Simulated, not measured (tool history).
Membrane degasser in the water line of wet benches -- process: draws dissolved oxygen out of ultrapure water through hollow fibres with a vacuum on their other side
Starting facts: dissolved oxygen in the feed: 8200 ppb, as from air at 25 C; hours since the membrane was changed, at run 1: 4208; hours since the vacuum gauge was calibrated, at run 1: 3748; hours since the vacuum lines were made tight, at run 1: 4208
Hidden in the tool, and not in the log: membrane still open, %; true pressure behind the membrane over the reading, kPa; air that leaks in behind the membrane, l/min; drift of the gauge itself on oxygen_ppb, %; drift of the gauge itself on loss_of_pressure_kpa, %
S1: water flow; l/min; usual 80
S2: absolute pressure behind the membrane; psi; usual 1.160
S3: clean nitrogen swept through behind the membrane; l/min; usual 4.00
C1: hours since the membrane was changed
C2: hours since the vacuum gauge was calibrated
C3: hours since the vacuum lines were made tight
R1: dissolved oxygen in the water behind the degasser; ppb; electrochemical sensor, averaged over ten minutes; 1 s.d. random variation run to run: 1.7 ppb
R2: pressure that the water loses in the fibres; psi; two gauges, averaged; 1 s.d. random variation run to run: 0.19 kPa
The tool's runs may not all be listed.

{"run": 1, "hour": 0.0, "S1": 80, "S2": 1.16, "S3": 4.0, "C1": 4208, "C2": 3748, "C3": 4208, "R1": 221.4, "R2": 6.041}
{"run": 2, "hour": 142.2, "S1": 80, "S2": 1.16, "S3": 4.0, "C1": 4350, "C2": 3890, "C3": 4350, "R1": 218.0, "R2": 5.981}
{"run": 3, "hour": 326.9, "S1": 80, "S2": 1.16, "S3": 2.37, "C1": 4535, "C2": 4075, "C3": 4535, "R1": 337.2, "R2": 6.063}
{"run": 4, "hour": 498.5, "S1": 80, "S2": 1.16, "S3": 2.37, "C1": 4706, "C2": 4247, "C3": 4706, "R1": 336.3, "R2": 6.122}
{"run": 5, "hour": 738.4, "S1": 80, "S2": 1.16, "S3": 2.37, "C1": 4946, "C2": 4486, "C3": 4946, "R1": 339.0, "R2": 6.096}
{"run": 6, "hour": 978.7, "S1": 80, "S2": 1.16, "S3": 4.0, "C1": 5186, "C2": 4727, "C3": 5186, "R1": 220.6, "R2": 6.073}
{"hour": 998.1, "done": "vacuum gauge calibrated"}
{"run": 7, "hour": 1261.7, "S1": 80, "S2": 1.16, "S3": 4.0, "C1": 5469, "C2": 264, "C3": 5469, "R1": 220.1, "R2": 6.132}
{"run": 8, "hour": 1581.1, "S1": 101, "S2": 1.16, "S3": 4.0, "C1": 5788, "C2": 583, "C3": 5788, "R1": 280.5, "R2": 7.702}
{"run": 9, "hour": 1748.1, "S1": 103, "S2": 1.16, "S3": 4.0, "C1": 5955, "C2": 750, "C3": 5955, "R1": 281.6, "R2": 7.897}
{"run": 10, "hour": 2056.6, "S1": 103, "S2": 1.16, "S3": 4.0, "C1": 6264, "C2": 1058, "C3": 6264, "R1": 288.5, "R2": 7.963}
{"run": 11, "hour": 2318.8, "S1": 63, "S2": 1.16, "S3": 4.0, "C1": 6526, "C2": 1321, "C3": 6526, "R1": 178.8, "R2": 4.901}
{"run": 12, "hour": 2463.1, "S1": 63, "S2": 1.16, "S3": 4.0, "C1": 6670, "C2": 1465, "C3": 6670, "R1": 177.3, "R2": 4.869}
{"hour": 2679.3, "done": "vacuum gauge calibrated, once more"}
{"run": 13, "hour": 2740.6, "S1": 63, "S2": 1.16, "S3": 4.0, "C1": 6947, "C2": 61, "C3": 6947, "R1": 173.3, "R2": 4.856}
{"hour": 2797.2, "done": "seals of the vacuum lines changed"}
{"run": 14, "hour": 2993.9, "S1": 63, "S2": 1.16, "S3": 4.0, "C1": 7199, "C2": 313, "C3": 197, "R1": 172.1, "R2": 4.911}
{"run": 15, "hour": 3284.6, "S1": 93, "S2": 1.952, "S3": 5.9, "C1": 7489, "C2": 603, "C3": 487, "R1": 368.5, "R2": 7.29}
{"run": 16, "hour": 3574.4, "S1": 93, "S2": 1.952, "S3": 5.9, "C1": 7779, "C2": 893, "C3": 777, "R1": 370.3, "R2": 7.303}
{"run": 17, "hour": 3839.8, "S1": 80, "S2": 1.16, "S3": 10.21, "C1": 8045, "C2": 1159, "C3": 1043, "R1": 97.2, "R2": 6.271}
{"run": 18, "hour": 4026.6, "S1": 65, "S2": 2.879, "S3": 4.0, "C1": 8231, "C2": 1345, "C3": 1229, "R1": 577.7, "R2": 5.1}
{"run": 19, "hour": 4315.7, "S1": 80, "S2": 0.821, "S3": 4.0, "C1": 8520, "C2": 1634, "C3": 1519, "R1": 116.7, "R2": 6.274}
{"run": 20, "hour": 4544.7, "S1": 71, "S2": 1.123, "S3": 6.17, "C1": 8750, "C2": 1863, "C3": 1748, "R1": 124.5, "R2": 5.627}
{"run": 21, "hour": 4863.6, "S1": 80, "S2": 1.057, "S3": 4.0, "C1": 9068, "C2": 2182, "C3": 2066, "R1": 186.8, "R2": 6.283}
{"run": 22, "hour": 5165.3, "S1": 80, "S2": 0.804, "S3": 4.0, "C1": 9370, "C2": 2484, "C3": 2368, "R1": 112.2, "R2": 6.372}
{"run": 23, "hour": 5396.6, "S1": 80, "S2": 1.16, "S3": 8.73, "C1": 9601, "C2": 2715, "C3": 2599, "R1": 113.4, "R2": 6.379}
{"run": 24, "hour": 5578.4, "S1": 81, "S2": 0.827, "S3": 5.08, "C1": 9783, "C2": 2897, "C3": 2781, "R1": 101.7, "R2": 6.46}
{"run": 25, "hour": 5808.3, "S1": 127, "S2": 1.16, "S3": 4.0, "C1": 10013, "C2": 3127, "C3": 3011, "R1": 352.2, "R2": 10.183}
{"run": 26, "hour": 6005.5, "S1": 111, "S2": 1.16, "S3": 6.86, "C1": 10210, "C2": 3324, "C3": 3208, "R1": 202.0, "R2": 8.846}
{"run": 27, "hour": 6185.5, "S1": 111, "S2": 1.16, "S3": 6.86, "C1": 10390, "C2": 3504, "C3": 3388, "R1": 204.8, "R2": 8.852}

Branching from run 27: 4 alternative next runs. What would each branch give?
{"run": "A", "hour": 6375.5, "S1": 80, "S2": 1.16, "S3": 11.73, "C1": 10580, "C2": 3694, "C3": 3578, "R1": "?", "R2": "?"}
{"run": "B", "hour": 6375.5, "S1": 99, "S2": 1.932, "S3": 6.86, "C1": 10580, "C2": 3694, "C3": 3578, "R1": "?", "R2": "?"}
{"run": "C", "hour": 6375.5, "S1": 57, "S2": 2.071, "S3": 3.54, "C1": 10580, "C2": 3694, "C3": 3578, "R1": "?", "R2": "?"}
{"run": "D", "hour": 6375.5, "S1": 54, "S2": 1.923, "S3": 5.18, "C1": 10580, "C2": 3694, "C3": 3578, "R1": "?", "R2": "?"}

run=A R1=88.2 R2=6.418
run=B R1=345.9 R2=7.957
run=C R1=394.7 R2=4.615
run=D R1=240.5 R2=4.340
Had the tool no hidden state, the same runs would have come out as:
run=A R1=82.5 R2=5.802
run=B R1=335.3 R2=7.191
run=C R1=391.5 R2=4.176
run=D R1=238.1 R2=3.925
